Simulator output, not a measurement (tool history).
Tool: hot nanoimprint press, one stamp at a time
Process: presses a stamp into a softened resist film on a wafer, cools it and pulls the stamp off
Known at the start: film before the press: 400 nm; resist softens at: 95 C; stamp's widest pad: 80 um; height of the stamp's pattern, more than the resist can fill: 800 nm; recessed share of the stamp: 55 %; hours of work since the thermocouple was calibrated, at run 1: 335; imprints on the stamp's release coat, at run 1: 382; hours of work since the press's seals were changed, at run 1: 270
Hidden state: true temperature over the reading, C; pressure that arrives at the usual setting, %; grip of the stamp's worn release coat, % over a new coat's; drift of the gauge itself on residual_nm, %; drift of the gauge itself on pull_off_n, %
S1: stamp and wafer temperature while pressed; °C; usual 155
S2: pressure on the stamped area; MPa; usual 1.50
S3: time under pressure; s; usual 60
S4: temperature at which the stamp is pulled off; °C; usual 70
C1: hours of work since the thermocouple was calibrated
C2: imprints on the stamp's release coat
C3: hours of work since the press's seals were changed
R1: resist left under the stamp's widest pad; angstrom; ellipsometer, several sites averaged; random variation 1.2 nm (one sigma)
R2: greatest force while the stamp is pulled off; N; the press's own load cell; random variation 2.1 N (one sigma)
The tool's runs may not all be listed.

{"run": 1, "hour": 0.0, "S1": 155, "S2": 1.5, "S3": 60, "S4": 70, "C1": 335, "C2": 382, "C3": 270, "R1": 1680, "R2": 103}
{"run": 2, "hour": 26.7, "S1": 155, "S2": 1.5, "S3": 60, "S4": 70, "C1": 347, "C2": 438, "C3": 282, "R1": 1689, "R2": 106}
{"run": 3, "hour": 69.1, "S1": 155, "S2": 1.5, "S3": 60, "S4": 70, "C1": 366, "C2": 528, "C3": 301, "R1": 1672, "R2": 108}
{"run": 4, "hour": 120.6, "S1": 162, "S2": 1.5, "S3": 60, "S4": 70, "C1": 389, "C2": 637, "C3": 324, "R1": 1140, "R2": 105}
{"run": 5, "hour": 144.9, "S1": 151, "S2": 1.5, "S3": 60, "S4": 70, "C1": 400, "C2": 689, "C3": 335, "R1": 2053, "R2": 114}
{"run": 6, "hour": 198.2, "S1": 167, "S2": 1.5, "S3": 60, "S4": 70, "C1": 425, "C2": 802, "C3": 360, "R1": 897, "R2": 116}
{"run": 7, "hour": 233.4, "S1": 167, "S2": 1.5, "S3": 60, "S4": 70, "C1": 441, "C2": 876, "C3": 376, "R1": 869, "R2": 112}
{"run": 8, "hour": 271.2, "S1": 155, "S2": 1.5, "S3": 107, "S4": 70, "C1": 458, "C2": 956, "C3": 393, "R1": 1302, "R2": 119}
{"run": 9, "hour": 320.6, "S1": 155, "S2": 1.5, "S3": 60, "S4": 70, "C1": 480, "C2": 1061, "C3": 415, "R1": 1634, "R2": 117}
{"hour": 356.1, "done": "stamp cleaned and given a new release coat"}
{"hour": 369.4, "done": "plate thermocouple calibrated"}
{"run": 10, "hour": 382.3, "S1": 155, "S2": 1.5, "S3": 60, "S4": 61, "C1": 6, "C2": 49, "C3": 439, "R1": 1823, "R2": 121}
{"run": 11, "hour": 431.6, "S1": 155, "S2": 1.5, "S3": 60, "S4": 61, "C1": 28, "C2": 154, "C3": 461, "R1": 1800, "R2": 128}
{"run": 12, "hour": 482.0, "S1": 155, "S2": 1.5, "S3": 60, "S4": 61, "C1": 51, "C2": 261, "C3": 484, "R1": 1804, "R2": 132}
{"run": 13, "hour": 528.3, "S1": 165, "S2": 1.5, "S3": 60, "S4": 61, "C1": 72, "C2": 359, "C3": 505, "R1": 1064, "R2": 134}
{"run": 14, "hour": 572.8, "S1": 165, "S2": 1.5, "S3": 60, "S4": 61, "C1": 92, "C2": 453, "C3": 525, "R1": 1060, "R2": 146}
{"run": 15, "hour": 619.5, "S1": 155, "S2": 1.5, "S3": 60, "S4": 63, "C1": 113, "C2": 552, "C3": 546, "R1": 1783, "R2": 130}
{"run": 16, "hour": 660.8, "S1": 155, "S2": 1.5, "S3": 60, "S4": 63, "C1": 132, "C2": 639, "C3": 565, "R1": 1764, "R2": 136}
{"run": 17, "hour": 712.1, "S1": 155, "S2": 1.5, "S3": 60, "S4": 63, "C1": 155, "C2": 748, "C3": 588, "R1": 1757, "R2": 143}
{"run": 18, "hour": 745.3, "S1": 156, "S2": 1.5, "S3": 45, "S4": 60, "C1": 170, "C2": 818, "C3": 603, "R1": 1856, "R2": 153}
{"run": 19, "hour": 772.4, "S1": 167, "S2": 1.08, "S3": 46, "S4": 71, "C1": 183, "C2": 876, "C3": 616, "R1": 1238, "R2": 117}
{"run": 20, "hour": 820.7, "S1": 167, "S2": 1.08, "S3": 46, "S4": 71, "C1": 205, "C2": 978, "C3": 638, "R1": 1212, "R2": 122}
{"run": 21, "hour": 872.6, "S1": 161, "S2": 0.9, "S3": 56, "S4": 63, "C1": 228, "C2": 1088, "C3": 661, "R1": 1650, "R2": 155}
{"hour": 893.7, "done": "stamp cleaned and given a new release coat"}
{"run": 22, "hour": 921.4, "S1": 155, "S2": 1.5, "S3": 101, "S4": 64, "C1": 247, "C2": 58, "C3": 680, "R1": 1396, "R2": 113}
{"run": 23, "hour": 955.7, "S1": 155, "S2": 1.5, "S3": 101, "S4": 64, "C1": 263, "C2": 131, "C3": 696, "R1": 1396, "R2": 109}
{"run": 24, "hour": 982.0, "S1": 145, "S2": 1.34, "S3": 35, "S4": 65, "C1": 275, "C2": 187, "C3": 708, "R1": 3162, "R2": 109}
{"run": 25, "hour": 1027.7, "S1": 155, "S2": 2.01, "S3": 30, "S4": 70, "C1": 296, "C2": 283, "C3": 729, "R1": 1960, "R2": 95}
{"run": 26, "hour": 1066.3, "S1": 155, "S2": 0.98, "S3": 60, "S4": 73, "C1": 313, "C2": 365, "C3": 746, "R1": 2024, "R2": 89}
{"run": 27, "hour": 1109.7, "S1": 155, "S2": 1.09, "S3": 60, "S4": 58, "C1": 333, "C2": 457, "C3": 766, "R1": 1926, "R2": 144}

Forecast each of these 4 alternatives for the next run:
{"run": "A", "hour": 1136.6, "S1": 155, "S2": 1.74, "S3": 90, "S4": 63, "C1": 345, "C2": 514, "C3": 778, "R1": "?", "R2": "?"}
{"run": "B", "hour": 1136.6, "S1": 155, "S2": 1.16, "S3": 32, "S4": 71, "C1": 345, "C2": 514, "C3": 778, "R1": "?", "R2": "?"}
{"run": "C", "hour": 1136.6, "S1": 155, "S2": 1.09, "S3": 60, "S4": 70, "C1": 345, "C2": 514, "C3": 778, "R1": "?", "R2": "?"}
{"run": "D", "hour": 1136.6, "S1": 155, "S2": 1.09, "S3": 60, "S4": 74, "C1": 345, "C2": 514, "C3": 778, "R1": "?", "R2": "?"}

run=A R1=1330 R2=129
run=B R1=2344 R2=103
run=C R1=1942 R2=105
run=D R1=1937 R2=92
Without the tool's hidden state the same runs would have given:
run=A R1=1455 R2=114
run=B R1=2513 R2=93
run=C R1=2108 R2=94
run=D R1=2103 R2=83

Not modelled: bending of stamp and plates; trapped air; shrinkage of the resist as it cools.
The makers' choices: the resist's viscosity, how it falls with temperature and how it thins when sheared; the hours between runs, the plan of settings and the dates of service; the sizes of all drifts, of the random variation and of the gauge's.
